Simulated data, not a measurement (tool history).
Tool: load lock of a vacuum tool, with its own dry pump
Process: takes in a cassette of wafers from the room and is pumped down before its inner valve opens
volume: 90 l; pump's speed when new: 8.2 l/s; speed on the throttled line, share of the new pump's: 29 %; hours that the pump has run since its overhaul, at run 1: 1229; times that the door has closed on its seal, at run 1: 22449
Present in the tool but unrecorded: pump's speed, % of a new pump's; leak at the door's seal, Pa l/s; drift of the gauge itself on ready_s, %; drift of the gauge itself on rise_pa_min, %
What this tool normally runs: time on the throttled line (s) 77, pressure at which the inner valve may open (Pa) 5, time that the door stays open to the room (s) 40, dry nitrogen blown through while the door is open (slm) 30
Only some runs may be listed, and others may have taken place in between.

run    hour  time on the throttled line (s)  pressure at which the inner valve may open (Pa)  time that the door stays open to the room (s)  dry nitrogen blown through while the door is open (slm)  hours that the pump has run since its overhaul  times that the door has closed on its seal  incoming humidity of the room's air, %  time from the closed door until the inner valve may open (s)  rise of the pressure with all valves shut (Pa/min)
  1       0                              77                                                5                                             40                                                       30                                            1229                                       22449                                    45.3                                                         163.8                                               0.135
  2   585.6                              77                                                5                                             40                                                       30                                            1815                                       25347                                    43.8                                                         165.4                                               0.154
  3  1053.2                              77                                                5                                             40                                                       30                                            2282                                       27661                                    43.5                                                         165.6                                               0.168
  4  1621.5                              77                                                5                                             40                                                       36                                            2850                                       30474                                    46.9                                                         167.5                                               0.188
  5  1963.8                              52                                                5                                             40                                                       30                                            3193                                       32168                                    45.6                                                         149.2                                               0.211
  6  2310.3                              52                                                5                                             40                                                       30                                            3539                                       33883                                    42.7                                                         148.4                                               0.219
  7  2861.7                              52                                                5                                             40                                                       30                                            4091                                       36612                                      48                                                         148.8                                               0.248
  8  3321.6                              77                                                5                                            138                                                       26                                            4551                                       38888                                      44                                                         165.9                                                0.29
     3495.1  -- door's seal changed, seat wiped
  9  3887.1                              41                                                5                                            225                                                       10                                            5115                                        1941                                    46.7                                                         142.4                                               0.124
 10  4288.6                              41                                                9                                            225                                                        4                                            5516                                        3928                                    42.9                                                         134.5                                               0.146
 11    4715                              41                                                7                                            225                                                       36                                            5943                                        6038                                    42.2                                                         137.6                                               0.076
 12  5051.3                              77                                                6                                             40                                                       14                                            6279                                        7703                                    47.4                                                         163.4                                               0.052
 13  5637.9                              43                                                6                                             40                                                       19                                            6865                                       10606                                    42.9                                                         141.9                                               0.055
 14  6169.4                             105                                                6                                             40                                                       30                                            7397                                       13236                                    43.2                                                         182.4                                               0.063

Here are 5 independent what-if runs from the current tool condition. What would each one return?
  A  6682                             150                                                5                                            221                                                       30                                            7910                                       15773                                    43.4                                                             ?                                                   ?
  B  6682                              77                                                5                                            103                                                       18                                            7910                                       15773                                    44.5                                                             ?                                                   ?
  C  6682                              50                                                7                                             40                                                       19                                            7910                                       15773                                    40.2                                                             ?                                                   ?
  D  6682                             105                                                6                                            210                                                       33                                            7910                                       15773                                    45.3                                                             ?                                                   ?
  E  6682                             105                                                9                                             97                                                       30                                            7910                                       15773                                    45.9                                                             ?                                                   ?

run  time from the closed door until the inner valve may open (s)  rise of the pressure with all valves shut (Pa/min)
  A                                                         218.4                                               0.123
  B                                                           166                                                0.11
  C                                                         144.6                                               0.077
  D                                                         184.8                                               0.122
  E                                                           178                                               0.103
With the hidden condition removed and each run's random variation left untouched, the same runs would have given:
run  time from the closed door until the inner valve may open (s)  rise of the pressure with all valves shut (Pa/min)
  A                                                         215.3                                               0.065
  B                                                         161.9                                               0.052
  C                                                         140.3                                               0.019
  D                                                         180.9                                               0.065
  E                                                         174.6                                               0.046

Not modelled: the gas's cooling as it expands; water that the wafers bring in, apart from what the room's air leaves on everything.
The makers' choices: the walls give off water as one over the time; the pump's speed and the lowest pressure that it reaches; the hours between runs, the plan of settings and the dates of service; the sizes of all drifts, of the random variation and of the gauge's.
